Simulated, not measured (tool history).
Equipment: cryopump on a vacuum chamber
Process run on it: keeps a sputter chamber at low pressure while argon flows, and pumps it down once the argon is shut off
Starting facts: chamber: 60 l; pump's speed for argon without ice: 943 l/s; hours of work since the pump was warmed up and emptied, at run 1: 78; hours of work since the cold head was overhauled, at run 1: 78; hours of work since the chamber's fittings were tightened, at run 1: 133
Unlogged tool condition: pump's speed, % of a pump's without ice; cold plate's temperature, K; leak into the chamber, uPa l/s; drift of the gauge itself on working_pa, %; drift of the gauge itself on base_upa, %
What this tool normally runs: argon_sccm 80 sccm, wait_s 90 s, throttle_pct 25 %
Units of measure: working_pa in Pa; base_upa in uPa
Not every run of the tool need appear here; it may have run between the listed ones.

run	hour	argon_sccm	wait_s	throttle_pct	hours of work since the pump was warmed up and emptied	hours of work since the cold head was overhauled	hours of work since the chamber's fittings were tightened	working_pa	base_upa
1	0.0	80	90	25	78	78	133	0.5766	1.93
2	15.5	80	199	25	91	91	146	0.5783	1.16
3	26.1	80	199	25	100	100	155	0.5800	1.15
4	48.5	80	199	25	119	119	174	0.5797	1.19
5	66.9	80	199	25	134	134	190	0.5798	1.22
6	89.5	80	90	25	153	153	209	0.5817	1.97
7	112.3	80	90	25	173	173	228	0.5806	1.93
8	124.5	80	90	25	183	183	239	0.5785	1.99
9	143.7	80	32	25	199	199	255	0.5780	4.56
10	157.6	80	32	25	211	211	267	0.5793	4.54
11	171.0	80	32	53	222	222	278	0.2778	4.60
12	191.7	80	28	53	240	240	296	0.2774	5.05
13	208.8	80	28	53	254	254	310	0.2801	5.17
14	228.6	80	28	53	271	271	327	0.2787	5.38
15	246.4	154	125	31	286	286	342	0.9081	1.71
16	264.5	39	45	56	302	302	357	0.1285	3.57
17	276.4	120	90	55	312	312	367	0.4053	2.11
18	298.6	56	256	25	331	331	386	0.4115	1.26
19	311.2	56	256	25	341	341	397	0.4088	1.29
20	328.5	56	256	25	356	356	412	0.4066	1.28
21	345.6	56	256	25	370	370	426	0.4110	1.30
22	367.8	68	65	41	389	389	445	0.3089	2.79
23	377.8	34	125	19	398	398	453	0.3251	1.82
24	395.7	34	125	19	413	413	468	0.3250	1.83
25	410.0	94	114	51	425	425	481	0.3476	1.97

Run 26 comes next. What will it give?
26	431.9	108	109	38	444	444	499	?	?

For run 26 the tool returned working_pa 0.5321 Pa, base_upa 2.10 uPa.
On a tool with no hidden condition, and with the same random variation, this run would have come out at working_pa 0.5125 Pa, base_upa 1.48 uPa.
